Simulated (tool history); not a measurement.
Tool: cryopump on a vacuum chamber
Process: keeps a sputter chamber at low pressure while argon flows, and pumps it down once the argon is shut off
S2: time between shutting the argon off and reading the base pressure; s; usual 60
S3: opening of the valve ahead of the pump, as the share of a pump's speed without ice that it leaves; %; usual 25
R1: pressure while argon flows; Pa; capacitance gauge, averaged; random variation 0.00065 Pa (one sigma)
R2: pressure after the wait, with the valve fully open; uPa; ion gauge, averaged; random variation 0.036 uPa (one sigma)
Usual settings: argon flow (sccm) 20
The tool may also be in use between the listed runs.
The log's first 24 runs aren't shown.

Run 25, hour 465.3: usual settings but S3 28 %. Result: R1 0.0982 Pa, R2 3.35 uPa.
Run 26, hour 492.4: usual settings but S3 28 %. Result: R1 0.0984 Pa, R2 3.32 uPa.
Run 27, hour 507.6: usual settings but S3 28 %. Result: R1 0.0983 Pa, R2 3.33 uPa.
Run 28, hour 526.8: usual settings but S2 32 s, S3 42 %. Result: R1 0.0679 Pa, R2 5.08 uPa.
Run 29, hour 552.1: usual settings but argon flow (sccm) 29, S2 129 s, S3 42 %. Result: R1 0.0978 Pa, R2 2.48 uPa.
Run 30, hour 578.8: usual settings but argon flow (sccm) 29, S2 129 s, S3 42 %. Result: R1 0.0992 Pa, R2 2.51 uPa.
Run 31, hour 596.1: usual settings but argon flow (sccm) 25, S2 231 s, S3 17 %. Result: R1 0.1987 Pa, R2 2.1 uPa.
Run 32, hour 619.1: usual settings but argon flow (sccm) 27, S2 259 s, S3 23 %. Result: R1 0.1618 Pa, R2 2.11 uPa.
Run 33, hour 647.6: usual settings but argon flow (sccm) 36, S2 42 s, S3 16 %. Result: R1 0.3072 Pa, R2 4.23 uPa.

Forecast each of these 4 alternatives for the next run:
Run A, hour 675.9: usual settings but argon flow (sccm) 29, S2 46 s, S3 15 %. Result: R1 ?, R2 ?.
Run B, hour 675.9: usual settings but argon flow (sccm) 13, S2 104 s, S3 26 %. Result: R1 ?, R2 ?.
Run C, hour 675.9: usual settings but argon flow (sccm) 22, S2 47 s, S3 34 %. Result: R1 ?, R2 ?.
Run D, hour 675.9: usual settings but S2 38 s. Result: R1 ?, R2 ?.

run      R1    R2
  A  0.2626  4.09
  B  0.0698  2.78
  C  0.0919   4.1
  D  0.1118  4.47
Without the tool's hidden state the same runs would have given:
run      R1    R2
  A  0.2525  2.57
  B  0.0653  1.28
  C  0.0843  2.58
  D  0.1048  3.01
